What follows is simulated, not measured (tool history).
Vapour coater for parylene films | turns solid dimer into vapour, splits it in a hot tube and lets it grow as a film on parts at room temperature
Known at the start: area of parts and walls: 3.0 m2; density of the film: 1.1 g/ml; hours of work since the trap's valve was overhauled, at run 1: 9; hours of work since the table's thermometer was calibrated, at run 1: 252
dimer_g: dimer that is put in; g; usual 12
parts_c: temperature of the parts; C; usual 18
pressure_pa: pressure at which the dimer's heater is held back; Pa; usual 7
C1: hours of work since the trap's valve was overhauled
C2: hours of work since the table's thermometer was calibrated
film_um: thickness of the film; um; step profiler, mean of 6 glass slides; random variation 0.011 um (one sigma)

{"run": 1, "day": 0.0, "dimer_g": 12, "parts_c": 18, "pressure_pa": 7, "C1": 9, "C2": 252, "film_um": 1.67}
{"run": 2, "day": 0.704, "dimer_g": 12, "parts_c": 18, "pressure_pa": 7, "C1": 18, "C2": 261, "film_um": 1.65}
{"run": 3, "day": 1.733, "dimer_g": 12, "parts_c": 18, "pressure_pa": 7, "C1": 31, "C2": 274, "film_um": 1.67}
{"run": 4, "day": 2.596, "dimer_g": 12, "parts_c": 18, "pressure_pa": 7, "C1": 42, "C2": 285, "film_um": 1.66}
{"run": 5, "day": 3.896, "dimer_g": 12, "parts_c": 18, "pressure_pa": 7, "C1": 58, "C2": 301, "film_um": 1.64}
{"run": 6, "day": 4.667, "dimer_g": 12, "parts_c": 18, "pressure_pa": 7, "C1": 68, "C2": 311, "film_um": 1.65}
{"run": 7, "day": 5.225, "dimer_g": 12, "parts_c": 18, "pressure_pa": 7, "C1": 75, "C2": 318, "film_um": 1.66}
{"run": 8, "day": 5.854, "dimer_g": 12, "parts_c": 13, "pressure_pa": 7, "C1": 83, "C2": 326, "film_um": 2.11}
{"run": 9, "day": 6.904, "dimer_g": 13, "parts_c": 18, "pressure_pa": 7, "C1": 96, "C2": 339, "film_um": 1.79}
{"run": 10, "day": 7.671, "dimer_g": 13, "parts_c": 18, "pressure_pa": 7, "C1": 106, "C2": 349, "film_um": 1.77}
{"run": 11, "day": 8.862, "dimer_g": 13, "parts_c": 18, "pressure_pa": 7, "C1": 121, "C2": 364, "film_um": 1.78}
{"run": 12, "day": 9.629, "dimer_g": 13, "parts_c": 18, "pressure_pa": 7, "C1": 131, "C2": 374, "film_um": 1.79}
{"run": 13, "day": 10.812, "dimer_g": 13, "parts_c": 18, "pressure_pa": 7, "C1": 146, "C2": 389, "film_um": 1.78}
{"run": 14, "day": 11.75, "dimer_g": 13, "parts_c": 18, "pressure_pa": 7, "C1": 157, "C2": 401, "film_um": 1.77}
{"run": 15, "day": 13.071, "dimer_g": 8, "parts_c": 18, "pressure_pa": 7, "C1": 174, "C2": 417, "film_um": 1.09}
{"run": 16, "day": 13.758, "dimer_g": 7, "parts_c": 18, "pressure_pa": 7, "C1": 183, "C2": 426, "film_um": 0.96}
{"run": 17, "day": 14.833, "dimer_g": 12, "parts_c": 18, "pressure_pa": 6.46, "C1": 196, "C2": 440, "film_um": 1.65}
{"run": 18, "day": 15.592, "dimer_g": 12, "parts_c": 18, "pressure_pa": 6.46, "C1": 206, "C2": 449, "film_um": 1.67}
{"run": 19, "day": 16.721, "dimer_g": 17, "parts_c": 18, "pressure_pa": 7, "C1": 220, "C2": 464, "film_um": 2.3}
{"run": 20, "day": 17.258, "dimer_g": 17, "parts_c": 18, "pressure_pa": 7, "C1": 227, "C2": 470, "film_um": 2.3}
{"run": 21, "day": 17.792, "dimer_g": 17, "parts_c": 18, "pressure_pa": 3.68, "C1": 234, "C2": 477, "film_um": 2.54}
{"run": 22, "day": 18.892, "dimer_g": 17, "parts_c": 28, "pressure_pa": 3.68, "C1": 248, "C2": 491, "film_um": 1.59}
{"run": 23, "day": 19.854, "dimer_g": 17, "parts_c": 28, "pressure_pa": 3.68, "C1": 260, "C2": 503, "film_um": 1.6}
{"run": 24, "day": 20.608, "dimer_g": 17, "parts_c": 28, "pressure_pa": 3.68, "C1": 270, "C2": 513, "film_um": 1.59}
{"run": 25, "day": 21.621, "dimer_g": 17, "parts_c": 28, "pressure_pa": 3.68, "C1": 282, "C2": 526, "film_um": 1.59}
{"run": 26, "day": 22.567, "dimer_g": 17, "parts_c": 28, "pressure_pa": 4.65, "C1": 294, "C2": 538, "film_um": 1.51}
{"run": 27, "day": 23.529, "dimer_g": 7, "parts_c": 10, "pressure_pa": 4.39, "C1": 307, "C2": 550, "film_um": 1.47}
{"run": 28, "day": 24.779, "dimer_g": 7, "parts_c": 10, "pressure_pa": 4.39, "C1": 322, "C2": 566, "film_um": 1.47}
{"run": 29, "day": 25.533, "dimer_g": 10, "parts_c": 14, "pressure_pa": 7.78, "C1": 332, "C2": 575, "film_um": 1.58}
{"run": 30, "day": 26.504, "dimer_g": 9, "parts_c": 11, "pressure_pa": 7, "C1": 344, "C2": 587, "film_um": 1.68}
{"day": 27.467, "done": "trap's valve overhauled"}
{"run": 31, "day": 27.942, "dimer_g": 9, "parts_c": 11, "pressure_pa": 7, "C1": 6, "C2": 604, "film_um": 1.74}
{"run": 32, "day": 28.85, "dimer_g": 18, "parts_c": 26, "pressure_pa": 9.38, "C1": 18, "C2": 615, "film_um": 1.63}
{"run": 33, "day": 29.971, "dimer_g": 18, "parts_c": 26, "pressure_pa": 9.38, "C1": 32, "C2": 629, "film_um": 1.61}
{"run": 34, "day": 30.917, "dimer_g": 12, "parts_c": 29, "pressure_pa": 3.11, "C1": 44, "C2": 641, "film_um": 1.12}
{"run": 35, "day": 31.675, "dimer_g": 12, "parts_c": 29, "pressure_pa": 3.11, "C1": 53, "C2": 651, "film_um": 1.13}
{"run": 36, "day": 32.254, "dimer_g": 5, "parts_c": 28, "pressure_pa": 2.34, "C1": 61, "C2": 658, "film_um": 0.52}
{"run": 37, "day": 32.912, "dimer_g": 5, "parts_c": 28, "pressure_pa": 2.34, "C1": 69, "C2": 667, "film_um": 0.53}
{"run": 38, "day": 33.942, "dimer_g": 16, "parts_c": 18, "pressure_pa": 9.33, "C1": 82, "C2": 680, "film_um": 2.08}
{"run": 39, "day": 34.862, "dimer_g": 16, "parts_c": 26, "pressure_pa": 9.33, "C1": 94, "C2": 691, "film_um": 1.43}
{"run": 40, "day": 35.812, "dimer_g": 12, "parts_c": 13, "pressure_pa": 3.87, "C1": 106, "C2": 703, "film_um": 2.3}
{"run": 41, "day": 36.7, "dimer_g": 7, "parts_c": 24, "pressure_pa": 2.53, "C1": 117, "C2": 714, "film_um": 0.87}
{"run": 42, "day": 37.512, "dimer_g": 7, "parts_c": 21, "pressure_pa": 5.27, "C1": 127, "C2": 725, "film_um": 0.88}
{"run": 43, "day": 38.675, "dimer_g": 7, "parts_c": 21, "pressure_pa": 5.27, "C1": 142, "C2": 739, "film_um": 0.87}
{"run": 44, "day": 39.329, "dimer_g": 7, "parts_c": 21, "pressure_pa": 5.27, "C1": 150, "C2": 748, "film_um": 0.86}
{"run": 45, "day": 40.083, "dimer_g": 20, "parts_c": 12, "pressure_pa": 11.92, "C1": 160, "C2": 757, "film_um": 3.26}
{"run": 46, "day": 40.871, "dimer_g": 20, "parts_c": 12, "pressure_pa": 11.92, "C1": 170, "C2": 767, "film_um": 3.29}
{"run": 47, "day": 41.875, "dimer_g": 17, "parts_c": 28, "pressure_pa": 4.76, "C1": 182, "C2": 780, "film_um": 1.53}

How the hidden state differs across the entries between the runs, from the last listed run before each to the first after it:
Between runs 30 and 31: trap's valve overhauled (day 27.467)
  vapour lost through the trap's worn valve, %: 4.8 -> 0.6
  measured less the result without the state, film_um: -0.1 -> -0.03 um
